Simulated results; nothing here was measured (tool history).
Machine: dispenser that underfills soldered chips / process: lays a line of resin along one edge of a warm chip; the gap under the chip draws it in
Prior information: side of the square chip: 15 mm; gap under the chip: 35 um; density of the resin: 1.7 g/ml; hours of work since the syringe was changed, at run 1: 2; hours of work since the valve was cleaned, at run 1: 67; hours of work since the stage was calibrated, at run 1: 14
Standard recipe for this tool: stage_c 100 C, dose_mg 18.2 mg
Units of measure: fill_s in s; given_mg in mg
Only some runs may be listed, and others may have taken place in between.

run,hour,stage_c,dose_mg,hours of work since the syringe was changed,hours of work since the valve was cleaned,hours of work since the stage was calibrated,fill_s,given_mg
1,0,100,18.2,2,67,14,76.5,17.52
2,3.4,93,18.2,4,69,17,97.5,17.46
3,7.1,93,18.2,7,72,19,110,17.51
# hour 10: new syringe of resin
4,11.1,93,18.2,1,75,22,88.5,17.36
5,13.5,93,18.2,2,76,24,93.6,17.44
# hour 18.4: dispensing valve cleaned and set on the balance
6,18.5,93,18.2,5,0,27,103,18.23
7,21.3,93,18.2,7,2,29,111.8,18.25
# hour 23.4: new syringe of resin
8,24.7,92,18.2,1,4,31,91.2,18.14
9,27.3,92,18.2,3,6,33,97.3,18.23
10,30.3,100,18.2,5,8,35,85.1,18.13
11,33.3,100,18.2,7,10,37,91.1,18.13
# hour 35.5: new syringe of resin
12,37.4,100,18.2,1,13,40,74.8,18.09
13,41.9,100,18.2,5,16,43,84.3,18.09
14,46,101,20.6,7,19,46,87.2,20.38
# hour 47.9: new syringe of resin
15,49.6,98,23.2,1,22,48,75.9,23
16,53.2,94,16.2,4,24,51,99.5,15.97
17,57.1,113,20.5,7,27,53,60.7,20.26
18,59.1,85,18.1,8,28,55,142.4,17.85
# hour 60: new syringe of resin
19,61.7,108,21.1,1,30,56,60.6,20.79
20,64.3,108,21.1,3,32,58,63.6,20.81
21,66.2,100,22.8,4,33,60,80.1,22.47
22,69.4,100,15.5,7,35,62,96.2,15.2
# hour 72.3: new syringe of resin
23,74,113,17,1,38,65,55.2,16.69
24,77.9,113,21.1,4,41,68,56.5,20.73
25,80.3,87,19.7,6,43,69,124.1,19.31

Measured less the same run without the tool's hidden state. The same run-to-run variation is in both; the gauge's scatter may not be:
The tool's hidden condition here consists of: resin's viscosity, % of fresh resin's; dose that the valve gives, % of what is set; true chip temperature over the reading, C; drift of the gauge itself on fill_s, %; drift of the gauge itself on given_mg, %.
run,fill_s,given_mg
1,+4.7,-0.66
2,+13.1,-0.68
3,+22.7,-0.72
4,+3.2,-0.74
5,+8.1,-0.76
6,+16.3,+0.03
7,+23.7,+0.01
8,+3,-0.01
9,+8.8,-0.03
10,+12.6,-0.05
11,+19.1,-0.08
12,+4,-0.1
13,+12.4,-0.13
14,+19.4,-0.18
15,+3,-0.23
16,+12,-0.19
17,+11.9,-0.27
18,+33,-0.25
19,+3.2,-0.3
20,+7,-0.33
21,+11.8,-0.37
22,+20.5,-0.28
23,+2.7,-0.33
24,+7.3,-0.44
25,+22.1,-0.43
